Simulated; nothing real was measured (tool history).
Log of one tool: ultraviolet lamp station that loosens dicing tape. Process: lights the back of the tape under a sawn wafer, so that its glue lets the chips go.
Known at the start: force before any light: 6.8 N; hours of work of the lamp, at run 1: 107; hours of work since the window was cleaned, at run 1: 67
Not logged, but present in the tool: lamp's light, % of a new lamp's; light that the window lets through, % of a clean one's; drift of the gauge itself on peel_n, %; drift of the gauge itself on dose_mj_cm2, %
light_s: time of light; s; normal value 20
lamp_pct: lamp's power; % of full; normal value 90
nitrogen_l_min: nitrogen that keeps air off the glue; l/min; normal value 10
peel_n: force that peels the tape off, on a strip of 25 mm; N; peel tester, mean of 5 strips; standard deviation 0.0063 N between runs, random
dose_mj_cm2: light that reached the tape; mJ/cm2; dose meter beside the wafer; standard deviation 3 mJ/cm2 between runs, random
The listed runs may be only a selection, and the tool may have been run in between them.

run,hour,light_s,lamp_pct,nitrogen_l_min,hours of work of the lamp,hours of work since the window was cleaned,peel_n,dose_mj_cm2
1,0.0,20,90,10,107,67,0.195,461
2,5.5,16,90,10,110,69,0.318,367
3,13.0,16,90,10,113,73,0.320,365
4,22.0,20,90,10,118,77,0.202,456
5,27.2,17,90,10,120,80,0.266,388
6,34.9,17,90,10,124,83,0.284,393
7,45.0,20,90,10,129,88,0.193,455
8,54.3,20,90,13,133,92,0.175,459
9,65.8,20,90,10,138,98,0.206,457
10,73.0,30,75,10,142,101,0.141,568
11,80.1,20,88,8,145,105,0.225,445
12,88.3,20,92,20,149,109,0.147,466
13,98.0,20,92,20,154,113,0.151,469
14,107.5,20,63,9,158,118,0.454,325
15,116.2,20,63,9,162,122,0.465,320
16,122.2,20,63,4,165,125,0.697,318
17,128.1,14,91,4,168,127,0.685,323

4 ways to go on from here, each from the tool as it stands after run 17. What would each give?
A,137.3,20,63,10,172,132,?,?
B,137.3,28,91,4,172,132,?,?
C,137.3,20,86,10,172,132,?,?
D,137.3,20,81,10,172,132,?,?

run,peel_n,dose_mj_cm2
A,0.442,321
B,0.160,643
C,0.206,438
D,0.248,409
Stripped of hidden state, with their random variation kept, the same runs would have yielded:
run,peel_n,dose_mj_cm2
A,0.441,321
B,0.160,643
C,0.205,439
D,0.248,410

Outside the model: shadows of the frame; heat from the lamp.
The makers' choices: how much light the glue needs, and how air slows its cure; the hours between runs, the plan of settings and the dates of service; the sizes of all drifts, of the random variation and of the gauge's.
